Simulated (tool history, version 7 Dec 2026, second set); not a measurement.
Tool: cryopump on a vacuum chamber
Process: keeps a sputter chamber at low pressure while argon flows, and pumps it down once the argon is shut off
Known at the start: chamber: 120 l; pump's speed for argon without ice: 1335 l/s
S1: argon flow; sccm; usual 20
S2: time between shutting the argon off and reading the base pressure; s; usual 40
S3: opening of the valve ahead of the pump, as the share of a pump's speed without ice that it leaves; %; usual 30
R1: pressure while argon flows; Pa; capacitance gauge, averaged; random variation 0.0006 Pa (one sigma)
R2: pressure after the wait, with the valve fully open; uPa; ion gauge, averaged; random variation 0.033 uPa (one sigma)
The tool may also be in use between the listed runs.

run 1 hour=0 | S1=20 S2=40 S3=30 | R1=0.0899 R2=2.19
run 2 hour=19.6 | S1=20 S2=51 S3=30 | R1=0.0915 R2=1.92
run 3 hour=34.5 | S1=20 S2=51 S3=30 | R1=0.0906 R2=1.94
run 4 hour=48.4 | S1=20 S2=51 S3=30 | R1=0.0916 R2=1.95
run 5 hour=58.8 | S1=20 S2=40 S3=47 | R1=0.0612 R2=2.28
run 6 hour=68.6 | S1=20 S2=40 S3=30 | R1=0.0912 R2=2.31
run 7 hour=88.8 | S1=20 S2=37 S3=30 | R1=0.0908 R2=2.47
run 8 hour=100.6 | S1=20 S2=37 S3=16 | R1=0.1646 R2=2.49
run 9 hour=120 | S1=20 S2=37 S3=16 | R1=0.1659 R2=2.41
run 10 hour=140.3 | S1=20 S2=37 S3=16 | R1=0.1659 R2=2.49
run 11 hour=151.8 | S1=22 S2=40 S3=30 | R1=0.101 R2=2.32
run 12 hour=169.4 | S1=22 S2=40 S3=30 | R1=0.1017 R2=2.38
run 13 hour=181.4 | S1=22 S2=40 S3=30 | R1=0.1018 R2=2.37
run 14 hour=195.5 | S1=18 S2=30 S3=16 | R1=0.1493 R2=2.88
run 15 hour=205.6 | S1=18 S2=59 S3=16 | R1=0.1499 R2=1.87
run 16 hour=216.3 | S1=31 S2=124 S3=18 | R1=0.2312 R2=1.31
run 17 hour=232.2 | S1=31 S2=161 S3=39 | R1=0.1154 R2=1.2
run 18 hour=244 | S1=12 S2=40 S3=15 | R1=0.1064 R2=2.33
run 19 hour=256.7 | S1=12 S2=40 S3=15 | R1=0.1066 R2=2.37
run 20 hour=267.6 | S1=25 S2=89 S3=50 | R1=0.0748 R2=1.55
run 21 hour=280.5 | S1=31 S2=89 S3=57 | R1=0.0838 R2=1.56
run 22 hour=300.4 | S1=8 S2=168 S3=26 | R1=0.0438 R2=1.21
run 23 hour=314.1 | S1=12 S2=168 S3=26 | R1=0.0641 R2=1.24
run 24 hour=323.8 | S1=37 S2=80 S3=22 | R1=0.2334 R2=1.61

Run 25 comes next. What will it give?
run 25 hour=341.7 | S1=23 S2=62 S3=46 | R1=? R2=?

Run 25 gave R1 0.0748 Pa, R2 1.93 uPa.
Without the tool's hidden state the same run would have given R1 0.0628 Pa, R2 1.23 uPa.

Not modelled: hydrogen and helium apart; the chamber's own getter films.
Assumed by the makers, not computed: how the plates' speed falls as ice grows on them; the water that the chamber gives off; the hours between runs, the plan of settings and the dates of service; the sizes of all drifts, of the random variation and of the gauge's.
